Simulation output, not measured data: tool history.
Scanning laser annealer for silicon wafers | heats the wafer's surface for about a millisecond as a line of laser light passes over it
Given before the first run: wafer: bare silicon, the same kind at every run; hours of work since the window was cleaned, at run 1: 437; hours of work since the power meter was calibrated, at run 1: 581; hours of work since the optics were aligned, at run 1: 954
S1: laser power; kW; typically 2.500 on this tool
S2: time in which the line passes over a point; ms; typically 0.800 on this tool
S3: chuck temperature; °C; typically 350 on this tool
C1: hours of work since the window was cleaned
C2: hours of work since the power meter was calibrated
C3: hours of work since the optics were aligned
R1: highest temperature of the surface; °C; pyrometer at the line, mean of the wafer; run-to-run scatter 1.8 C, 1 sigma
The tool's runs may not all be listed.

run 1 hour=0.0 | S1=2.500 S2=0.800 S3=350 | C1=437 C2=581 C3=954 | R1=1019
run 2 hour=46.2 | S1=2.500 S2=0.800 S3=350 | C1=463 C2=607 C3=980 | R1=1018
run 3 hour=91.3 | S1=2.500 S2=0.800 S3=350 | C1=488 C2=632 C3=1005 | R1=1015
run 4 hour=147.5 | S1=2.500 S2=0.800 S3=350 | C1=519 C2=663 C3=1036 | R1=1011
run 5 hour=181.3 | S1=2.500 S2=0.800 S3=350 | C1=537 C2=682 C3=1055 | R1=1010
run 6 hour=236.7 | S1=2.500 S2=0.800 S3=344 | C1=568 C2=712 C3=1085 | R1=1002
run 7 hour=270.8 | S1=2.500 S2=0.800 S3=344 | C1=587 C2=731 C3=1104 | R1=1001
run 8 hour=329.1 | S1=2.500 S2=0.800 S3=390 | C1=619 C2=764 C3=1137 | R1=1049
run 9 hour=358.3 | S1=2.500 S2=0.800 S3=390 | C1=636 C2=780 C3=1153 | R1=1045
run 10 hour=406.3 | S1=2.500 S2=0.800 S3=390 | C1=662 C2=806 C3=1179 | R1=1045
run 11 hour=446.7 | S1=2.500 S2=0.800 S3=390 | C1=685 C2=829 C3=1202 | R1=1043
run 12 hour=502.0 | S1=2.500 S2=0.800 S3=390 | C1=715 C2=860 C3=1233 | R1=1044
run 13 hour=564.4 | S1=2.500 S2=0.800 S3=390 | C1=750 C2=894 C3=1267 | R1=1040
run 14 hour=620.9 | S1=2.500 S2=0.609 S3=350 | C1=781 C2=926 C3=1299 | R1=906
run 15 hour=678.7 | S1=2.500 S2=0.609 S3=350 | C1=814 C2=958 C3=1331 | R1=908
run 16 hour=718.0 | S1=2.500 S2=0.800 S3=350 | C1=835 C2=979 C3=1352 | R1=995
-- hour=761.5 window over the wafer cleaned
run 17 hour=770.2 | S1=2.697 S2=0.898 S3=350 | C1=5 C2=1007 C3=1380 | R1=1141
run 18 hour=797.3 | S1=2.430 S2=0.759 S3=378 | C1=20 C2=1022 C3=1395 | R1=1020
run 19 hour=829.6 | S1=2.430 S2=0.759 S3=378 | C1=38 C2=1040 C3=1413 | R1=1019
run 20 hour=885.5 | S1=2.500 S2=0.598 S3=350 | C1=69 C2=1071 C3=1444 | R1=930
run 21 hour=926.4 | S1=2.125 S2=0.800 S3=350 | C1=91 C2=1094 C3=1467 | R1=909
run 22 hour=987.7 | S1=2.500 S2=0.566 S3=378 | C1=126 C2=1128 C3=1501 | R1=935
run 23 hour=1027.5 | S1=2.570 S2=0.679 S3=365 | C1=148 C2=1150 C3=1523 | R1=1001
run 24 hour=1079.5 | S1=2.191 S2=0.725 S3=320 | C1=176 C2=1179 C3=1552 | R1=861
run 25 hour=1120.6 | S1=2.191 S2=0.725 S3=320 | C1=199 C2=1202 C3=1575 | R1=863
run 26 hour=1177.6 | S1=2.624 S2=0.800 S3=350 | C1=231 C2=1233 C3=1606 | R1=1056
run 27 hour=1216.1 | S1=2.624 S2=0.800 S3=350 | C1=252 C2=1255 C3=1628 | R1=1052
run 28 hour=1266.2 | S1=2.685 S2=0.649 S3=383 | C1=280 C2=1282 C3=1655 | R1=1023
run 29 hour=1329.0 | S1=2.500 S2=0.800 S3=357 | C1=315 C2=1317 C3=1690 | R1=1017
run 30 hour=1383.3 | S1=2.335 S2=0.700 S3=373 | C1=345 C2=1347 C3=1720 | R1=941
run 31 hour=1433.5 | S1=2.655 S2=0.954 S3=354 | C1=373 C2=1375 C3=1748 | R1=1129

Branching from run 31: 5 alternative next runs. What would each branch give?
run A hour=1473.3 | S1=2.655 S2=0.641 S3=327 | C1=395 C2=1397 C3=1770 | R1=?
run B hour=1473.3 | S1=2.748 S2=0.828 S3=365 | C1=395 C2=1397 C3=1770 | R1=?
run C hour=1473.3 | S1=2.162 S2=0.800 S3=317 | C1=395 C2=1397 C3=1770 | R1=?
run D hour=1473.3 | S1=2.430 S2=0.578 S3=350 | C1=395 C2=1397 C3=1770 | R1=?
run E hour=1473.3 | S1=2.406 S2=0.715 S3=341 | C1=395 C2=1397 C3=1770 | R1=?

run=A R1=946
run=B R1=1111
run=C R1=872
run=D R1=882
run=E R1=935
What these runs would have given with no unlogged condition in the tool:
run=A R1=987
run=B R1=1160
run=C R1=908
run=D R1=917
run=E R1=974
